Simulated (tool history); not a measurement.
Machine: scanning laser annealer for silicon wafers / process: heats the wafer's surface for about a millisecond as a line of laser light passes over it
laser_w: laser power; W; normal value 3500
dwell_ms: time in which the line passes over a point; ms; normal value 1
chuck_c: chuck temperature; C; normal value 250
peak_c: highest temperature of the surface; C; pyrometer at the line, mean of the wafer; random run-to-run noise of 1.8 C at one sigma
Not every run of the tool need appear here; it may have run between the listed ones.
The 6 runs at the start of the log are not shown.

run    hour  laser_w  dwell_ms  chuck_c  peak_c
  7   494.2     3792         1      250    1011
  8   541.9     3792         1      250    1010
  9   588.8     3792         1      250    1006
 10   653.2     3792         1      250    1006
      715.2  -- window over the wafer cleaned
 11   745.8     3792         1      250     980
 12     792     3792         1      250     983
      893.5  -- window over the wafer cleaned, once more
 13   893.5     3792         1      250    1048
 14     975     3500         1      250     973
 15  1046.7     3500         1      241     964
 16  1095.2     3500         1      223     947
 17  1146.3     3712         1      250    1017
 18  1238.4     3712         1      250    1018
 19    1282     3712         1      250    1017
 20  1356.5     3712      0.81      250     929
 21  1409.8     3712      0.81      250     936
 22  1461.9     3712      0.81      250     928
 23  1517.1     3370      0.96      212     876
 24    1564     3370      0.96      212     876
 25  1663.5     3576      1.22      237    1041
 26  1742.8     3576      1.22      237    1041
 27  1813.5     3576      1.22      237    1036

Run 28 has not been measured yet. What should we expect?
 28  1893.1     3576      1.22      237       ?

For run 28 the tool returned peak_c 1035 C.
Had the tool carried no hidden state, the very same run would have given peak_c 1069 C.
